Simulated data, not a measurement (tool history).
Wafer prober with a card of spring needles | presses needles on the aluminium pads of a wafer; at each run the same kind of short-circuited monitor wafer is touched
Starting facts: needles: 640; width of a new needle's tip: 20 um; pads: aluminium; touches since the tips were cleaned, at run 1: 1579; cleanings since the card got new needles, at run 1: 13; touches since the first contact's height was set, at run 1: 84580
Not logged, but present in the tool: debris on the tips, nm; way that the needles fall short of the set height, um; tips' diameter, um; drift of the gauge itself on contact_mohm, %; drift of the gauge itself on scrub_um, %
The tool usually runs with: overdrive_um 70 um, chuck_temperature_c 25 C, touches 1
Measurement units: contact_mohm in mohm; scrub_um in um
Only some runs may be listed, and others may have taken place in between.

run	hour	overdrive_um	chuck_temperature_c	touches	touches since the tips were cleaned	cleanings since the card got new needles	touches since the first contact's height was set	contact_mohm	scrub_um
1	0	70	25	1	1579	13	84580	263	15.15
# hour 20.9: tips cleaned on abrasive film
# hour 50.1: tips cleaned on abrasive film
2	65.3	70	25	1	3389	15	99101	265	15.32
# hour 80.5: tips cleaned on abrasive film
# hour 108.4: tips cleaned on abrasive film
3	108.4	76	25	1	0	17	108663	264	16.6
# hour 135.8: tips cleaned on abrasive film
# hour 161.8: tips cleaned on abrasive film
4	176.1	76	25	2	3195	19	123707	259	16.68
# hour 189.9: tips cleaned on abrasive film
# hour 221.8: tips cleaned on abrasive film
5	233.7	76	25	2	2647	21	136508	266	16.57
# hour 250.1: tips cleaned on abrasive film
# hour 277.1: tips cleaned on abrasive film
6	281.8	76	25	2	1068	23	147201	265	16.42
# hour 304.3: tips cleaned on abrasive film
# hour 330.8: tips cleaned on abrasive film
7	342	70	96	1	2508	25	160573	289	15.14
# hour 356.9: tips cleaned on abrasive film
# hour 386: tips cleaned on abrasive film
8	401.4	70	25	1	3428	27	173772	263	15.28
# hour 415.6: tips cleaned on abrasive film
# hour 443: tips cleaned on abrasive film
# hour 472.3: tips cleaned on abrasive film
9	474.6	70	25	1	506	30	190014	262	15.3
# hour 501.8: tips cleaned on abrasive film
# hour 531.4: tips cleaned on abrasive film
10	535.5	70	25	1	910	32	203560	262	15.34
# hour 557.5: tips cleaned on abrasive film
# hour 586: tips cleaned on abrasive film
11	586	70	25	1	0	34	214764	261	15.15
# hour 612.5: tips cleaned on abrasive film
# hour 639: tips cleaned on abrasive film
12	644.6	70	25	1	1251	36	227804	262	15.28
# hour 657.5: height of the first contact set anew
# hour 667.8: tips cleaned on abrasive film
# hour 695.2: tips cleaned on abrasive film
13	716.2	60	25	1	4682	38	13045	268	13.01
# hour 724.9: tips cleaned on abrasive film
# hour 751.8: tips cleaned on abrasive film
# hour 781.8: tips cleaned on abrasive film
14	786.9	60	25	2	1137	41	28743	271	13.16
# hour 810.1: tips cleaned on abrasive film
15	829.5	72	25	1	4319	42	38207	262	15.7
# hour 836.8: tips cleaned on abrasive film
# hour 863.9: tips cleaned on abrasive film
16	871.4	69	87	1	1661	44	47505	291	15.12
# hour 892.8: tips cleaned on abrasive film
# hour 921.4: tips cleaned on abrasive film
17	944.3	63	47	1	5094	46	63712	273	13.61
# hour 949.5: tips cleaned on abrasive film
# hour 977.9: tips cleaned on abrasive film
# hour 1006.2: tips cleaned on abrasive film
18	1007.9	70	25	1	380	49	77845	263	15.22
# hour 1033.3: tips cleaned on abrasive film
# hour 1060.9: tips cleaned on abrasive film
19	1070.9	70	25	1	2241	51	91839	268	15.27
# hour 1088.5: tips cleaned on abrasive film
# hour 1116.3: tips cleaned on abrasive film
20	1127	70	25	1	2394	53	104306	264	15.24
# hour 1145.5: tips cleaned on abrasive film
# hour 1173.6: tips cleaned on abrasive film
21	1197.4	68	91	1	5315	55	119961	285	14.72
# hour 1203.9: tips cleaned on abrasive film
# hour 1230.4: tips cleaned on abrasive film
# hour 1256.1: tips cleaned on abrasive film
22	1260.4	59	25	3	967	58	133944	271	12.81
# hour 1283.3: tips cleaned on abrasive film
# hour 1312.7: tips cleaned on abrasive film
23	1332.9	70	35	1	4505	60	150057	266	15.24
# hour 1338.8: tips cleaned on abrasive film
# hour 1365: tips cleaned on abrasive film
# hour 1392.2: tips cleaned on abrasive film
24	1408.2	86	110	1	3559	63	166780	280	18.68

Across each entry between runs, compare the hidden state at the last listed run before it with the hidden state at the first listed run after it:
Run 1 -> run 2: tips cleaned on abrasive film (hour 20.9); tips cleaned on abrasive film (hour 50.1)
  debris on the tips, nm: 0.4 -> 0.7
Run 2 -> run 3: tips cleaned on abrasive film (hour 80.5); tips cleaned on abrasive film (hour 108.4)
  debris on the tips, nm: 0.7 -> 0.1
Run 3 -> run 4: tips cleaned on abrasive film (hour 135.8); tips cleaned on abrasive film (hour 161.8)
  debris on the tips, nm: 0.1 -> 0.7
Run 4 -> run 5: tips cleaned on abrasive film (hour 189.9); tips cleaned on abrasive film (hour 221.8)
  debris on the tips, nm: 0.7 -> 0.6
Run 5 -> run 6: tips cleaned on abrasive film (hour 250.1); tips cleaned on abrasive film (hour 277.1)
  debris on the tips, nm: 0.6 -> 0.2; way that the needles fall short of the set height, um: 0.02 -> 0.03
Run 6 -> run 7: tips cleaned on abrasive film (hour 304.3); tips cleaned on abrasive film (hour 330.8)
  debris on the tips, nm: 0.2 -> 0.5
Run 7 -> run 8: tips cleaned on abrasive film (hour 356.9); tips cleaned on abrasive film (hour 386)
  debris on the tips, nm: 0.5 -> 0.7
Run 8 -> run 9: tips cleaned on abrasive film (hour 415.6); tips cleaned on abrasive film (hour 443); tips cleaned on abrasive film (hour 472.3)
  debris on the tips, nm: 0.7 -> 0.2
Run 9 -> run 10: tips cleaned on abrasive film (hour 501.8); tips cleaned on abrasive film (hour 531.4)
  debris on the tips, nm: 0.2 -> 0.3; way that the needles fall short of the set height, um: 0.03 -> 0.04
Run 10 -> run 11: tips cleaned on abrasive film (hour 557.5); tips cleaned on abrasive film (hour 586)
  debris on the tips, nm: 0.3 -> 0.1
Run 11 -> run 12: tips cleaned on abrasive film (hour 612.5); tips cleaned on abrasive film (hour 639)
  debris on the tips, nm: 0.1 -> 0.4
Run 12 -> run 13: height of the first contact set anew (hour 657.5); tips cleaned on abrasive film (hour 667.8); tips cleaned on abrasive film (hour 695.2)
  debris on the tips, nm: 0.4 -> 0.8; way that the needles fall short of the set height, um: 0.04 -> 0
Run 13 -> run 14: tips cleaned on abrasive film (hour 724.9); tips cleaned on abrasive film (hour 751.8); tips cleaned on abrasive film (hour 781.8)
  debris on the tips, nm: 0.8 -> 0.4; way that the needles fall short of the set height, um: 0 -> 0.01; tips' diameter, um: 20.01 -> 20.02
Run 14 -> run 15: tips cleaned on abrasive film (hour 810.1)
  debris on the tips, nm: 0.4 -> 0.8
Run 15 -> run 16: tips cleaned on abrasive film (hour 836.8); tips cleaned on abrasive film (hour 863.9)
  debris on the tips, nm: 0.8 -> 0.4
Run 16 -> run 17: tips cleaned on abrasive film (hour 892.8); tips cleaned on abrasive film (hour 921.4)
  debris on the tips, nm: 0.4 -> 0.9
Run 17 -> run 18: tips cleaned on abrasive film (hour 949.5); tips cleaned on abrasive film (hour 977.9); tips cleaned on abrasive film (hour 1006.2)
  debris on the tips, nm: 0.9 -> 0.2
Run 18 -> run 19: tips cleaned on abrasive film (hour 1033.3); tips cleaned on abrasive film (hour 1060.9)
  debris on the tips, nm: 0.2 -> 0.5; way that the needles fall short of the set height, um: 0.01 -> 0.02
Run 19 -> run 20: tips cleaned on abrasive film (hour 1088.5); tips cleaned on abrasive film (hour 1116.3)
  debris on the tips, nm: 0.5 -> 0.6
Run 20 -> run 21: tips cleaned on abrasive film (hour 1145.5); tips cleaned on abrasive film (hour 1173.6)
  debris on the tips, nm: 0.6 -> 0.9
Run 21 -> run 22: tips cleaned on abrasive film (hour 1203.9); tips cleaned on abrasive film (hour 1230.4); tips cleaned on abrasive film (hour 1256.1)
  debris on the tips, nm: 0.9 -> 0.3
Run 22 -> run 23: tips cleaned on abrasive film (hour 1283.3); tips cleaned on abrasive film (hour 1312.7)
  debris on the tips, nm: 0.3 -> 0.8; way that the needles fall short of the set height, um: 0.02 -> 0.03
Run 23 -> run 24: tips cleaned on abrasive film (hour 1338.8); tips cleaned on abrasive film (hour 1365); tips cleaned on abrasive film (hour 1392.2)
  debris on the tips, nm: 0.8 -> 0.7
